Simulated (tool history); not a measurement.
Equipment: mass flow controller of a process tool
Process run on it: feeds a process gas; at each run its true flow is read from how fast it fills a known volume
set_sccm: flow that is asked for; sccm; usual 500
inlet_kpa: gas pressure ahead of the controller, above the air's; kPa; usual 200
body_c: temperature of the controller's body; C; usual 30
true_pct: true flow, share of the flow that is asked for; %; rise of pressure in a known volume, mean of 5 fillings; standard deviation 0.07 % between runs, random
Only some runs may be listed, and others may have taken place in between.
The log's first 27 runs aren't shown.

| run | hour | set_sccm | inlet_kpa | body_c | hours of work since the controller was set to zero | hours of work since the controller was changed | true_pct |
|---|---|---|---|---|---|---|---|
| 28 | 2222.3 | 500 | 200 | 39 | 1667 | 1667 | 99.67 |
| 29 | 2284.9 | 887 | 204 | 34 | 1698 | 1698 | 100.40 |
| 30 | 2335.4 | 345 | 181 | 30 | 1723 | 1723 | 98.51 |
| 31 | 2417.0 | 345 | 215 | 39 | 1763 | 1763 | 99.20 |
| 32 | 2477.0 | 144 | 215 | 32 | 1793 | 1793 | 98.01 |
| 33 | 2580.1 | 144 | 215 | 32 | 1844 | 1844 | 98.00 |
| 34 | 2683.0 | 181 | 206 | 30 | 1895 | 1895 | 97.96 |
| 35 | 2763.9 | 181 | 206 | 30 | 1935 | 1935 | 97.83 |
| 36 | 2816.8 | 559 | 203 | 31 | 1961 | 1961 | 99.29 |
| 37 | 2864.7 | 207 | 204 | 31 | 1985 | 1985 | 98.10 |
| 38 | 2931.6 | 461 | 204 | 20 | 2018 | 2018 | 97.89 |
| 39 | 3032.3 | 204 | 143 | 30 | 2067 | 2067 | 97.88 |
| 40 | 3122.1 | 204 | 143 | 30 | 2112 | 2112 | 97.91 |
| 41 | 3185.7 | 204 | 143 | 30 | 2143 | 2143 | 97.94 |
| 42 | 3289.8 | 897 | 277 | 29 | 2195 | 2195 | 100.26 |
| 43 | 3349.3 | 452 | 218 | 29 | 2224 | 2224 | 98.75 |
| 44 | 3412.7 | 319 | 148 | 23 | 2255 | 2255 | 97.74 |
| 45 | 3477.6 | 113 | 244 | 20 | 2287 | 2287 | 96.82 |
| 46 | 3568.4 | 113 | 244 | 20 | 2332 | 2332 | 96.86 |
| 47 | 3656.8 | 113 | 244 | 20 | 2376 | 2376 | 96.82 |
| 48 | 3758.6 | 113 | 200 | 35 | 2426 | 2426 | 98.16 |

For run 49, what comes out?
| 49 | 3856.4 | 113 | 200 | 35 | 2474 | 2474 | ? |

true_pct: 98.08 %
With the hidden condition absent and the run-to-run variation left alone, this run would have shown true_pct 98.09 %.
